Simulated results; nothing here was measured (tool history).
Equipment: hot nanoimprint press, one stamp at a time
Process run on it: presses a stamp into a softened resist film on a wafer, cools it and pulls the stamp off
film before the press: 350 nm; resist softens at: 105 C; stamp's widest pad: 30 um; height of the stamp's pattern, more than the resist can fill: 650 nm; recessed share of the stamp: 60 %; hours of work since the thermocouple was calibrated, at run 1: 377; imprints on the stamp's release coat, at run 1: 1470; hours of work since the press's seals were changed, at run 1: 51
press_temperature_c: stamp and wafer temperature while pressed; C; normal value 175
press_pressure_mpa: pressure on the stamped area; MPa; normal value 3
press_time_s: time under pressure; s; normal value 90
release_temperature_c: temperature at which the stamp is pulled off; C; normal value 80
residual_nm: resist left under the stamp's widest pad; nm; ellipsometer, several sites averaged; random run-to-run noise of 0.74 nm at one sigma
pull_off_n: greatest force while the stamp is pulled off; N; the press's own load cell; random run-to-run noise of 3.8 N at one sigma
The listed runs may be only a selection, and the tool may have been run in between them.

run,hour,press_temperature_c,press_pressure_mpa,press_time_s,release_temperature_c,hours of work since the thermocouple was calibrated,imprints on the stamp's release coat,hours of work since the press's seals were changed,residual_nm,pull_off_n
1,0,175,3,90,80,377,1470,51,166.2,281
2,12.5,175,3,90,80,382,1494,56,168.4,285
3,24.2,175,3,90,80,387,1517,61,167.6,271
4,34.3,175,3,90,72,391,1537,65,167.3,299
5,53.2,175,3,90,72,399,1574,72,167.7,313
# hour 65.6: plate thermocouple calibrated
6,71.1,175,3,90,80,2,1603,78,158.4,284
7,94.8,175,3,90,80,12,1649,88,158.3,294
8,106.6,175,3,90,80,17,1672,93,156.9,290
9,131.1,175,3,90,71,26,1720,103,155.7,319
10,153.4,175,2.36,48,76,35,1764,112,215.3,315
11,173,175,4.1,48,85,43,1802,120,170.1,291
12,192.6,186,3.98,166,67,51,1841,127,59.8,343
13,206.3,186,3.98,166,67,57,1867,133,60.8,347
14,227.8,175,3,90,81,65,1909,142,157.5,308
15,248,175,3,90,81,73,1949,150,160.1,320
16,262.8,167,3,143,73,79,1978,156,204.2,337

What does the tool deliver on the next run?
17,279.1,171,3,90,69,86,2010,162,?,?

{"run 17": {"residual_nm": 195.9, "pull_off_n": 350}}
On a tool with no hidden condition, and with the same random variation, this run would have come out at residual_nm 194.3 nm, pull_off_n 201 N.
